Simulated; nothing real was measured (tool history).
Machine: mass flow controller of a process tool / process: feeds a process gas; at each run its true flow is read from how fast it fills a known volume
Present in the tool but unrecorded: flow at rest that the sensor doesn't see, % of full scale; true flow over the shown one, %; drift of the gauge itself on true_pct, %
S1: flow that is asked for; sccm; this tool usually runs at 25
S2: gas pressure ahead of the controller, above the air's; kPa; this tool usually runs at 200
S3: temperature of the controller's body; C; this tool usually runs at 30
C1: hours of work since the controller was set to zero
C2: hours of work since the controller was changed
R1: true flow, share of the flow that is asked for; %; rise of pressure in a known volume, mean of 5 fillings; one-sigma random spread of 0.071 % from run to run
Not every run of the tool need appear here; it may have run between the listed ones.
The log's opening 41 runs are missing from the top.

run 42 hour=3059.1 | S1=29 S2=168 S3=31 | C1=2512 C2=2512 | R1=100.72
run 43 hour=3138.8 | S1=5 S2=200 S3=30 | C1=2555 C2=2555 | R1=104.82
run 44 hour=3230.2 | S1=40 S2=200 S3=33 | C1=2605 C2=2605 | R1=101.15
run 45 hour=3312.0 | S1=24 S2=140 S3=39 | C1=2650 C2=2650 | R1=101.65
run 46 hour=3356.1 | S1=25 S2=177 S3=39 | C1=2674 C2=2674 | R1=101.89
run 47 hour=3408.2 | S1=42 S2=161 S3=31 | C1=2702 C2=2702 | R1=100.60
run 48 hour=3470.8 | S1=42 S2=161 S3=31 | C1=2736 C2=2736 | R1=100.61
run 49 hour=3523.2 | S1=42 S2=161 S3=31 | C1=2765 C2=2765 | R1=100.66

Branching from run 49: 3 alternative next runs. What would each branch give?
run A hour=3581.3 | S1=14 S2=147 S3=26 | C1=2797 C2=2797 | R1=?
run B hour=3581.3 | S1=18 S2=149 S3=34 | C1=2797 C2=2797 | R1=?
run C hour=3581.3 | S1=49 S2=160 S3=38 | C1=2797 C2=2797 | R1=?

run=A R1=100.82
run=B R1=101.44
run=C R1=101.48
Without the tool's unlogged condition, the same runs would have read:
run=A R1=99.32
run=B R1=100.38
run=C R1=101.38
